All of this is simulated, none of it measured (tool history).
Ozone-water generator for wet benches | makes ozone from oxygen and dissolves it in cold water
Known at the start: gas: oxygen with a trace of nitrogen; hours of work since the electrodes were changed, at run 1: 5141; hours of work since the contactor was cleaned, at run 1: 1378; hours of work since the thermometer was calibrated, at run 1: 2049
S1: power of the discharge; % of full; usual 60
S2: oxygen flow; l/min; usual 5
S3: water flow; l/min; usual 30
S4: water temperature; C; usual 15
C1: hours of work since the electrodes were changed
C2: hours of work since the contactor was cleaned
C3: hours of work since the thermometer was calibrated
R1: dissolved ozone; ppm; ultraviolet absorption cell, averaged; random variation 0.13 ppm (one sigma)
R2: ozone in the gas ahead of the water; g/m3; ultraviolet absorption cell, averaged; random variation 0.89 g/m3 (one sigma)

run    hour  S1    S2  S3  S4    C1    C2    C3    R1     R2
  1       0  60     5  30  15  5141  1378  2049    14  147.4
  2    95.4  60     5  46  15  5226  1463  2134   9.6  147.4
  3   220.6  48     5  30  15  5337  1574  2245  12.2  127.8
  4   373.3  48     5  30  15  5473  1710  2381  12.4  127.4
  5   474.4  48     5  30  10  5563  1799  2471  13.1  127.5
  6   558.3  72     5  30  10  5638  1874  2545  16.3  163.6
      616.5  -- water thermometer calibrated
  7   684.3  72     5  30  10  5749  1986    60  16.3  161.9
  8     839  60     5  30  15  5887  2123   198  14.2    146
  9   909.4  86     5  30  15  5949  2186   260  17.4    179
 10  1070.9  86     5  30  15  6093  2329   404  17.4  179.9
 11    1141  60     5  30  19  6155  2392   466  13.6  146.2
 12  1217.2  56  2.74  20  19  6223  2459   534  17.3    201
 13  1341.3  56  2.74  20  19  6333  2570   644  17.3  202.1
 14  1458.6  82  3.21  30  15  6438  2674   749  16.2  228.8
 15  1549.9  47  6.56  24   9  6519  2755   830    16  107.4
 16  1653.2  47  6.56  24   9  6610  2847   922    16  107.2
 17  1811.3  47  6.56  24   9  6751  2988  1062    16  106.9
 18  1977.4  68     5  45  15  6899  3135  1210  10.3  157.4
 19  2078.5  89     5  45  11  6989  3225  1300  12.4  184.8

How the hidden state differs across the entries between the runs, from the last listed run before each to the first after it:
Between runs 6 and 7: water thermometer calibrated (hour 616.5)
  no hidden state differs between the two runs
